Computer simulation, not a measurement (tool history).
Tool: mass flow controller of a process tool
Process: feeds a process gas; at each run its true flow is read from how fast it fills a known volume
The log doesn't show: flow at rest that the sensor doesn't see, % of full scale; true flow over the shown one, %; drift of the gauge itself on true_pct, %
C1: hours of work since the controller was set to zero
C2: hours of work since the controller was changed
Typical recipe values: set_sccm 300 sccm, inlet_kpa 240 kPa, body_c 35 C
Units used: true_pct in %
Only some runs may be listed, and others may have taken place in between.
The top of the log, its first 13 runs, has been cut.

run 14 day=177.879 | set_sccm=264 inlet_kpa=240 body_c=28 | C1=6283 C2=6283 | true_pct=93.77
run 15 day=195.938 | set_sccm=264 inlet_kpa=240 body_c=28 | C1=6606 C2=6606 | true_pct=93.69
run 16 day=204.35 | set_sccm=115 inlet_kpa=274 body_c=28 | C1=6757 C2=6757 | true_pct=90.74
run 17 day=221.021 | set_sccm=115 inlet_kpa=274 body_c=28 | C1=7055 C2=7055 | true_pct=90.3
-- day=223.275 controller's zero set anew
run 18 day=230.658 | set_sccm=419 inlet_kpa=170 body_c=39 | C1=132 C2=7227 | true_pct=95.29
run 19 day=239.346 | set_sccm=355 inlet_kpa=157 body_c=27 | C1=288 C2=7383 | true_pct=95.37
run 20 day=253.704 | set_sccm=227 inlet_kpa=240 body_c=33 | C1=545 C2=7640 | true_pct=94.66
-- day=262.283 controller exchanged for a calibrated one
run 21 day=270.75 | set_sccm=222 inlet_kpa=262 body_c=39 | C1=152 C2=152 | true_pct=97.29
run 22 day=283.371 | set_sccm=215 inlet_kpa=178 body_c=40 | C1=377 C2=377 | true_pct=96.85
run 23 day=294.996 | set_sccm=111 inlet_kpa=195 body_c=35 | C1=585 C2=585 | true_pct=96.48
run 24 day=313.017 | set_sccm=685 inlet_kpa=154 body_c=31 | C1=908 C2=908 | true_pct=98.35
run 25 day=332.583 | set_sccm=244 inlet_kpa=237 body_c=24 | C1=1258 C2=1258 | true_pct=97.08
run 26 day=344.596 | set_sccm=185 inlet_kpa=240 body_c=35 | C1=1473 C2=1473 | true_pct=96.39
run 27 day=353.246 | set_sccm=185 inlet_kpa=240 body_c=35 | C1=1628 C2=1628 | true_pct=96.05
run 28 day=366.804 | set_sccm=185 inlet_kpa=240 body_c=35 | C1=1870 C2=1870 | true_pct=95.87
run 29 day=383.942 | set_sccm=185 inlet_kpa=240 body_c=26 | C1=2177 C2=2177 | true_pct=96.07
run 30 day=392.371 | set_sccm=300 inlet_kpa=240 body_c=25 | C1=2328 C2=2328 | true_pct=96.69

Alternative continuations, all from the tool just after run 30; predict every row:
run A day=407.875 | set_sccm=380 inlet_kpa=252 body_c=37 | C1=2605 C2=2605 | true_pct=?
run B day=407.875 | set_sccm=103 inlet_kpa=240 body_c=25 | C1=2605 C2=2605 | true_pct=?
run C day=407.875 | set_sccm=300 inlet_kpa=240 body_c=32 | C1=2605 C2=2605 | true_pct=?

run=A true_pct=96.48
run=B true_pct=94.55
run=C true_pct=96.2
Had the tool no hidden state, the same runs would have come out as:
run=A true_pct=97.97
run=B true_pct=97.39
run=C true_pct=97.82
